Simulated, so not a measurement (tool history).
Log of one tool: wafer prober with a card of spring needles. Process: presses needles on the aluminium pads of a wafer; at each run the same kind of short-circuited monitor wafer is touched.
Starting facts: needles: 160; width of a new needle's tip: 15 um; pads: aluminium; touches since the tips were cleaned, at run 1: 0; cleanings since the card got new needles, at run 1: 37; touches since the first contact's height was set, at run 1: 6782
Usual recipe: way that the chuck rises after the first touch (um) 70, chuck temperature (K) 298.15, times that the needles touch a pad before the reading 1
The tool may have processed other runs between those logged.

run	hour	way that the chuck rises after the first touch (um)	chuck temperature (K)	times that the needles touch a pad before the reading	touches since the tips were cleaned	cleanings since the card got new needles	touches since the first contact's height was set	resistance of one needle with its contact and lead (mohm)	way that a needle slides on the pad (um)
1	0	70	298.15	1	0	37	6782	140	14.8
# hour 26: tips cleaned on abrasive film
# hour 55.7: tips cleaned on abrasive film
# hour 79.9: tips cleaned on abrasive film
2	79.9	70	298.15	1	0	40	26846	142	14.79
# hour 108.7: tips cleaned on abrasive film
# hour 138.6: tips cleaned on abrasive film
# hour 166.6: tips cleaned on abrasive film
3	166.9	70	298.15	1	90	43	48682	142	14.79
# hour 193: tips cleaned on abrasive film
# hour 220.2: tips cleaned on abrasive film
4	243.8	75	298.15	1	5940	45	67994	136	15.82
# hour 249.9: tips cleaned on abrasive film
# hour 278.7: tips cleaned on abrasive film
# hour 305.3: tips cleaned on abrasive film
5	307.7	70	298.15	2	610	48	84024	139	14.77
# hour 330.7: tips cleaned on abrasive film
# hour 357.8: tips cleaned on abrasive film
6	380.9	77	315.15	2	5803	50	102400	146	16.18
# hour 385.9: tips cleaned on abrasive film
# hour 414.4: tips cleaned on abrasive film
# hour 441: tips cleaned on abrasive film
7	452.5	75	327.15	2	2881	53	120362	145	15.79
# hour 469.3: tips cleaned on abrasive film
# hour 499: tips cleaned on abrasive film
# hour 526.2: tips cleaned on abrasive film
8	536.4	50	327.15	2	2578	56	141435	154	10.54
# hour 551.9: tips cleaned on abrasive film
# hour 581.1: tips cleaned on abrasive film
# hour 607: tips cleaned on abrasive film
9	607	88	310.15	1	0	59	159147	136	18.56
# hour 636.2: tips cleaned on abrasive film
# hour 665.5: tips cleaned on abrasive film
# hour 694.6: tips cleaned on abrasive film
10	703.2	85	320.15	1	2173	62	183299	142	17.89

What if the next run were any one of these 4? Each begins from the tool's condition after run 10:
# hour 723.9: tips cleaned on abrasive film
# hour 753.1: tips cleaned on abrasive film
A	766	67	298.15	1	3262	64	199078	?	?
# hour 723.9: tips cleaned on abrasive film
# hour 753.1: tips cleaned on abrasive film
B	766	85	320.15	2	3262	64	199078	?	?
# hour 723.9: tips cleaned on abrasive film
# hour 753.1: tips cleaned on abrasive film
C	766	84	328.15	1	3262	64	199078	?	?
# hour 723.9: tips cleaned on abrasive film
# hour 753.1: tips cleaned on abrasive film
D	766	89	310.15	1	3262	64	199078	?	?

run	resistance of one needle with its contact and lead (mohm)	way that a needle slides on the pad (um)
A	142	14.11
B	144	17.94
C	144	17.71
D	139	18.71
The same runs, with their run-to-run variation unchanged, on a tool lacking any hidden condition would have given:
run	resistance of one needle with its contact and lead (mohm)	way that a needle slides on the pad (um)
A	142	14.12
B	144	17.95
C	143	17.71
D	139	18.71
